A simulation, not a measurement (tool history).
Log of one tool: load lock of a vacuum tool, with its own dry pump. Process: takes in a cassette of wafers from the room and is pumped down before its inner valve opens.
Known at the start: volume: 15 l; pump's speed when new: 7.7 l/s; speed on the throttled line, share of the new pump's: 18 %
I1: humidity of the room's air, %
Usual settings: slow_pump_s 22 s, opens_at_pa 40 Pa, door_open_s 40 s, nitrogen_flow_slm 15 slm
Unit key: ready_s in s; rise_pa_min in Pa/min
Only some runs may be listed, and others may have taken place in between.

{"run": 1, "hour": 0.0, "slow_pump_s": 22, "opens_at_pa": 40, "door_open_s": 40, "nitrogen_flow_slm": 15, "I1": 48.3, "ready_s": 34.1, "rise_pa_min": 0.034}
{"run": 2, "hour": 194.9, "slow_pump_s": 22, "opens_at_pa": 40, "door_open_s": 31, "nitrogen_flow_slm": 15, "I1": 43.5, "ready_s": 34.3, "rise_pa_min": 0.041}
{"run": 3, "hour": 454.4, "slow_pump_s": 22, "opens_at_pa": 71, "door_open_s": 31, "nitrogen_flow_slm": 15, "I1": 45.8, "ready_s": 33.0, "rise_pa_min": 0.034}
{"run": 4, "hour": 616.7, "slow_pump_s": 22, "opens_at_pa": 71, "door_open_s": 31, "nitrogen_flow_slm": 15, "I1": 43.5, "ready_s": 32.9, "rise_pa_min": 0.038}
{"run": 5, "hour": 878.4, "slow_pump_s": 22, "opens_at_pa": 71, "door_open_s": 31, "nitrogen_flow_slm": 15, "I1": 46.5, "ready_s": 32.9, "rise_pa_min": 0.04}
{"run": 6, "hour": 1118.5, "slow_pump_s": 22, "opens_at_pa": 32, "door_open_s": 31, "nitrogen_flow_slm": 15, "I1": 45.6, "ready_s": 35.0, "rise_pa_min": 0.04}
{"run": 7, "hour": 1404.0, "slow_pump_s": 22, "opens_at_pa": 32, "door_open_s": 31, "nitrogen_flow_slm": 15, "I1": 49.0, "ready_s": 34.6, "rise_pa_min": 0.046}
{"run": 8, "hour": 1608.8, "slow_pump_s": 22, "opens_at_pa": 32, "door_open_s": 31, "nitrogen_flow_slm": 15, "I1": 45.0, "ready_s": 34.8, "rise_pa_min": 0.05}
{"run": 9, "hour": 1892.0, "slow_pump_s": 22, "opens_at_pa": 32, "door_open_s": 31, "nitrogen_flow_slm": 15, "I1": 46.1, "ready_s": 34.9, "rise_pa_min": 0.048}
{"run": 10, "hour": 2107.9, "slow_pump_s": 22, "opens_at_pa": 32, "door_open_s": 31, "nitrogen_flow_slm": 15, "I1": 42.6, "ready_s": 35.1, "rise_pa_min": 0.054}
{"run": 11, "hour": 2309.8, "slow_pump_s": 25, "opens_at_pa": 40, "door_open_s": 40, "nitrogen_flow_slm": 15, "I1": 44.1, "ready_s": 36.8, "rise_pa_min": 0.055}
{"run": 12, "hour": 2520.2, "slow_pump_s": 16, "opens_at_pa": 40, "door_open_s": 151, "nitrogen_flow_slm": 22, "I1": 44.6, "ready_s": 29.6, "rise_pa_min": 0.077}
{"run": 13, "hour": 2824.4, "slow_pump_s": 16, "opens_at_pa": 40, "door_open_s": 151, "nitrogen_flow_slm": 22, "I1": 43.7, "ready_s": 29.8, "rise_pa_min": 0.079}
{"run": 14, "hour": 3101.8, "slow_pump_s": 16, "opens_at_pa": 40, "door_open_s": 151, "nitrogen_flow_slm": 22, "I1": 45.0, "ready_s": 29.8, "rise_pa_min": 0.081}
{"run": 15, "hour": 3358.8, "slow_pump_s": 17, "opens_at_pa": 42, "door_open_s": 40, "nitrogen_flow_slm": 15, "I1": 45.6, "ready_s": 30.7, "rise_pa_min": 0.071}
{"run": 16, "hour": 3487.9, "slow_pump_s": 26, "opens_at_pa": 31, "door_open_s": 152, "nitrogen_flow_slm": 32, "I1": 39.9, "ready_s": 38.7, "rise_pa_min": 0.079}
{"run": 17, "hour": 3763.1, "slow_pump_s": 26, "opens_at_pa": 31, "door_open_s": 152, "nitrogen_flow_slm": 32, "I1": 45.3, "ready_s": 38.3, "rise_pa_min": 0.086}
{"run": 18, "hour": 4062.3, "slow_pump_s": 26, "opens_at_pa": 31, "door_open_s": 152, "nitrogen_flow_slm": 32, "I1": 47.0, "ready_s": 38.5, "rise_pa_min": 0.088}
{"run": 19, "hour": 4199.3, "slow_pump_s": 26, "opens_at_pa": 31, "door_open_s": 152, "nitrogen_flow_slm": 32, "I1": 43.2, "ready_s": 38.7, "rise_pa_min": 0.086}
{"run": 20, "hour": 4489.8, "slow_pump_s": 27, "opens_at_pa": 30, "door_open_s": 25, "nitrogen_flow_slm": 11, "I1": 42.3, "ready_s": 39.6, "rise_pa_min": 0.068}
{"run": 21, "hour": 4684.2, "slow_pump_s": 30, "opens_at_pa": 36, "door_open_s": 53, "nitrogen_flow_slm": 4, "I1": 42.9, "ready_s": 41.6, "rise_pa_min": 0.109}
{"run": 22, "hour": 4848.9, "slow_pump_s": 22, "opens_at_pa": 40, "door_open_s": 88, "nitrogen_flow_slm": 15, "I1": 42.7, "ready_s": 35.0, "rise_pa_min": 0.104}

Selected run-to-run steps in ready_s, each split into two signed amounts: the part the tool would show with no hidden state at all (from settings, incoming material and random variation), and the remainder, which goes to the hidden state together with any gauge scatter not common to the measured and the hidden-state-free results:
Hidden state at play: pump's speed, % of a new pump's; leak at the door's seal, Pa l/s; drift of the gauge itself on ready_s, %; drift of the gauge itself on rise_pa_min, %.
Run 5 -> 6: opens_at_pa 71 -> 32. ready_s +2.1 s: hidden state +0.2, all else +1.9.
Run 11 -> 12: slow_pump_s 25 -> 16, door_open_s 40 -> 151, nitrogen_flow_slm 15 -> 22. ready_s -7.2 s: hidden state +0.1, all else -7.3.
Run 15 -> 16: slow_pump_s 17 -> 26, opens_at_pa 42 -> 31, door_open_s 40 -> 152, nitrogen_flow_slm 15 -> 32. ready_s +8.0 s: hidden state -0.1, all else +8.1.
Run 21 -> 22: slow_pump_s 30 -> 22, opens_at_pa 36 -> 40, door_open_s 53 -> 88, nitrogen_flow_slm 4 -> 15. ready_s -6.6 s: hidden state +0.2, all else -6.8.
